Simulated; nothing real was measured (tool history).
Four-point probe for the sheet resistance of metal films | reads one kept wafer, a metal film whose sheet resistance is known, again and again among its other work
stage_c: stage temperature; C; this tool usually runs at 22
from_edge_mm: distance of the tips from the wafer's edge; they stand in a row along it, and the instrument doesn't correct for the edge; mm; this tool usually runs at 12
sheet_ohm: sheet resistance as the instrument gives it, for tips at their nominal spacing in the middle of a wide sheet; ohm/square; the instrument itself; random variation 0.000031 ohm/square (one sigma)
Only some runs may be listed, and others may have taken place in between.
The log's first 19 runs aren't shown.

run     day  stage_c  from_edge_mm  touches since the probe head was changed  hours of work since the stage's thermometer was calibrated  sheet_ohm
 20  10.404       34            43                                     33907                                                          42   0.153719
 21  10.921       29            54                                     34528                                                          51   0.153913
 22  11.342       31            31                                     35039                                                          58   0.153821
 23  12.067       29             9                                     35909                                                          70   0.154175
     12.179  -- stage's thermometer calibrated, once more
 24  12.454       26             7                                     36354                                                           5   0.154292
 25  13.246       19            19                                     37308                                                          18   0.154134
 26  13.804       19            21                                     37981                                                          27   0.154103
 27  14.175       19            22                                     38431                                                          33   0.154062
 28  14.638       21            10                                     38987                                                          41   0.154238
 29  15.362       35            10                                     39864                                                          53   0.153837
 30  15.858       35            10                                     40463                                                          61   0.153810
 31  16.346       34             8                                     41049                                                          69   0.153971
 32  17.146       20             8                                     42015                                                          83   0.154426
 33  17.504       20             8                                     42449                                                          89   0.154400
 34  17.929       20            24                                     42961                                                          96   0.154140
 35  18.712       29            16                                     43904                                                         109   0.153918
 36  19.138       26             3                                     44417                                                         116   0.156230
 37  19.617       24             6                                     44997                                                         124   0.154562

What if the next run were any one of these 5? Each begins from the tool's condition after run 37:
  A  20.388       22            12                                     45929                                                         137          ?
  B  20.388       31             4                                     45929                                                         137          ?
  C  20.388       32            65                                     45929                                                         137          ?
  D  20.388       25            21                                     45929                                                         137          ?
  E  20.388       28             6                                     45929                                                         137          ?

run  sheet_ohm
  A   0.154268
  B   0.155098
  C   0.153821
  D   0.154037
  E   0.154428
With the hidden condition removed and each run's random variation left untouched, the same runs would have given:
run  sheet_ohm
  A   0.154434
  B   0.155265
  C   0.153987
  D   0.154203
  E   0.154594
